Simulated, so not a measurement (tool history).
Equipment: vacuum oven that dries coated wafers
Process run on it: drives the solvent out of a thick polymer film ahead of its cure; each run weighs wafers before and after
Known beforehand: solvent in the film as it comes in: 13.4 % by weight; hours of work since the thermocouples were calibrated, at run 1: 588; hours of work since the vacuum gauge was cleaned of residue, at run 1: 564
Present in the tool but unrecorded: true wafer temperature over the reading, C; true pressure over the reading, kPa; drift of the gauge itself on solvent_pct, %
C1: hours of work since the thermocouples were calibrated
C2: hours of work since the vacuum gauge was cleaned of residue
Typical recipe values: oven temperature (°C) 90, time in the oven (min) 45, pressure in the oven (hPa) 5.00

Run 1, day 0.000: usual settings; C1 588; C2 564. Result: solvent left in the film (%) 1.55.
Run 2, day 1.417: usual settings; C1 604; C2 579. Result: solvent left in the film (%) 1.64.
Run 3, day 2.654: usual settings; C1 617; C2 593. Result: solvent left in the film (%) 1.62.
Run 4, day 4.496: usual settings; C1 637; C2 613. Result: solvent left in the film (%) 1.59.
At day 5.300: oven's thermocouples calibrated.
Run 5, day 6.400: usual settings but pressure in the oven (hPa) 2.55; C1 12; C2 633. Result: solvent left in the film (%) 1.51.
Run 6, day 8.242: usual settings but pressure in the oven (hPa) 2.55; C1 32; C2 653. Result: solvent left in the film (%) 1.41.
Run 7, day 9.442: usual settings but pressure in the oven (hPa) 11.55; C1 45; C2 666. Result: solvent left in the film (%) 2.50.
Run 8, day 11.188: usual settings but pressure in the oven (hPa) 11.55; C1 64; C2 685. Result: solvent left in the film (%) 2.53.
Run 9, day 11.988: usual settings but pressure in the oven (hPa) 11.55; C1 73; C2 693. Result: solvent left in the film (%) 2.46.
Run 10, day 13.838: usual settings but pressure in the oven (hPa) 11.55; C1 93; C2 714. Result: solvent left in the film (%) 2.46.
Run 11, day 15.367: usual settings but pressure in the oven (hPa) 11.55; C1 109; C2 730. Result: solvent left in the film (%) 2.55.
Run 12, day 16.725: usual settings but pressure in the oven (hPa) 11.55; C1 124; C2 745. Result: solvent left in the film (%) 2.58.
Run 13, day 18.017: usual settings but pressure in the oven (hPa) 11.55; C1 138; C2 759. Result: solvent left in the film (%) 2.51.
Run 14, day 19.350: usual settings; C1 153; C2 774. Result: solvent left in the film (%) 1.69.
Run 15, day 20.396: usual settings; C1 164; C2 785. Result: solvent left in the film (%) 1.83.
Run 16, day 22.233: usual settings; C1 184; C2 805. Result: solvent left in the film (%) 1.75.
Run 17, day 24.054: usual settings; C1 204; C2 825. Result: solvent left in the film (%) 1.84.
Run 18, day 24.917: usual settings but time in the oven (min) 53; C1 213; C2 834. Result: solvent left in the film (%) 1.50.
Run 19, day 26.504: usual settings but time in the oven (min) 53; C1 231; C2 851. Result: solvent left in the film (%) 1.58.
Run 20, day 28.062: usual settings but time in the oven (min) 53; C1 248; C2 868. Result: solvent left in the film (%) 1.67.
Run 21, day 29.017: usual settings but time in the oven (min) 53; C1 258; C2 879. Result: solvent left in the film (%) 1.61.
Run 22, day 30.871: usual settings but oven temperature (°C) 95, time in the oven (min) 32, pressure in the oven (hPa) 4.89; C1 278; C2 899. Result: solvent left in the film (%) 1.76.
Run 23, day 32.208: usual settings but time in the oven (min) 35, pressure in the oven (hPa) 15.25; C1 293; C2 913. Result: solvent left in the film (%) 3.52.
Run 24, day 33.546: usual settings but oven temperature (°C) 78, time in the oven (min) 48, pressure in the oven (hPa) 2.66; C1 307; C2 928. Result: solvent left in the film (%) 3.97.
Run 25, day 34.933: usual settings but oven temperature (°C) 92, time in the oven (min) 33, pressure in the oven (hPa) 5.23; C1 322; C2 943. Result: solvent left in the film (%) 2.17.
Run 26, day 36.329: usual settings but oven temperature (°C) 92, time in the oven (min) 33, pressure in the oven (hPa) 5.23; C1 337; C2 958. Result: solvent left in the film (%) 2.28.
Run 27, day 38.142: usual settings but oven temperature (°C) 81, time in the oven (min) 36, pressure in the oven (hPa) 8.38; C1 357; C2 978. Result: solvent left in the film (%) 4.91.
Run 28, day 39.692: usual settings but oven temperature (°C) 91; C1 374; C2 995. Result: solvent left in the film (%) 1.69.
Run 29, day 41.517: usual settings but time in the oven (min) 37; C1 394; C2 1015. Result: solvent left in the film (%) 2.30.
Run 30, day 43.271: usual settings but time in the oven (min) 39, pressure in the oven (hPa) 8.84; C1 413; C2 1034. Result: solvent left in the film (%) 2.70.
Run 31, day 44.588: usual settings but oven temperature (°C) 91, time in the oven (min) 55, pressure in the oven (hPa) 12.95; C1 427; C2 1048. Result: solvent left in the film (%) 2.41.
Run 32, day 45.496: usual settings but oven temperature (°C) 78, time in the oven (min) 28, pressure in the oven (hPa) 4.45; C1 437; C2 1058. Result: solvent left in the film (%) 6.29.
Run 33, day 46.908: usual settings but oven temperature (°C) 81, time in the oven (min) 42, pressure in the oven (hPa) 4.52; C1 453; C2 1073. Result: solvent left in the film (%) 4.08.
Run 34, day 47.804: usual settings but oven temperature (°C) 78, time in the oven (min) 56, pressure in the oven (hPa) 18.97; C1 462; C2 1083. Result: solvent left in the film (%) 6.20.
Run 35, day 49.525: usual settings but oven temperature (°C) 99; C1 481; C2 1102. Result: solvent left in the film (%) 0.95.
Run 36, day 50.629: usual settings but time in the oven (min) 57; C1 493; C2 1114. Result: solvent left in the film (%) 1.66.
Run 37, day 52.575: usual settings but time in the oven (min) 57; C1 514; C2 1135. Result: solvent left in the film (%) 1.66.
Run 38, day 54.162: usual settings but oven temperature (°C) 86, time in the oven (min) 39, pressure in the oven (hPa) 7.04; C1 531; C2 1152. Result: solvent left in the film (%) 3.22.
Run 39, day 55.212: usual settings but time in the oven (min) 75, pressure in the oven (hPa) 3.51; C1 543; C2 1164. Result: solvent left in the film (%) 1.31.
Run 40, day 57.138: usual settings but time in the oven (min) 75, pressure in the oven (hPa) 3.51; C1 564; C2 1185. Result: solvent left in the film (%) 1.25.
Run 41, day 59.062: usual settings but oven temperature (°C) 94, time in the oven (min) 75, pressure in the oven (hPa) 3.51; C1 585; C2 1206. Result: solvent left in the film (%) 1.00.

What if the next run were any one of these 5? Each begins from the tool's condition after run 41:
Run A, day 60.583: usual settings but oven temperature (°C) 94, time in the oven (min) 75, pressure in the oven (hPa) 3.51; C1 601; C2 1222. Result: solvent left in the film (%) ?.
Run B, day 60.583: usual settings but time in the oven (min) 67; C1 601; C2 1222. Result: solvent left in the film (%) ?.
Run C, day 60.583: usual settings but oven temperature (°C) 86, time in the oven (min) 70; C1 601; C2 1222. Result: solvent left in the film (%) ?.
Run D, day 60.583: usual settings but oven temperature (°C) 83, time in the oven (min) 75, pressure in the oven (hPa) 5.50; C1 601; C2 1222. Result: solvent left in the film (%) ?.
Run E, day 60.583: usual settings but time in the oven (min) 38; C1 601; C2 1222. Result: solvent left in the film (%) ?.

run  solvent left in the film (%)
  A                          1.01
  B                          1.43
  C                          1.92
  D                          2.36
  E                          2.44
Take away the tool's hidden state, keep each run's random variation, and the runs would have read:
run  solvent left in the film (%)
  A                          0.41
  B                          0.78
  C                          1.17
  D                          1.56
  E                          1.88

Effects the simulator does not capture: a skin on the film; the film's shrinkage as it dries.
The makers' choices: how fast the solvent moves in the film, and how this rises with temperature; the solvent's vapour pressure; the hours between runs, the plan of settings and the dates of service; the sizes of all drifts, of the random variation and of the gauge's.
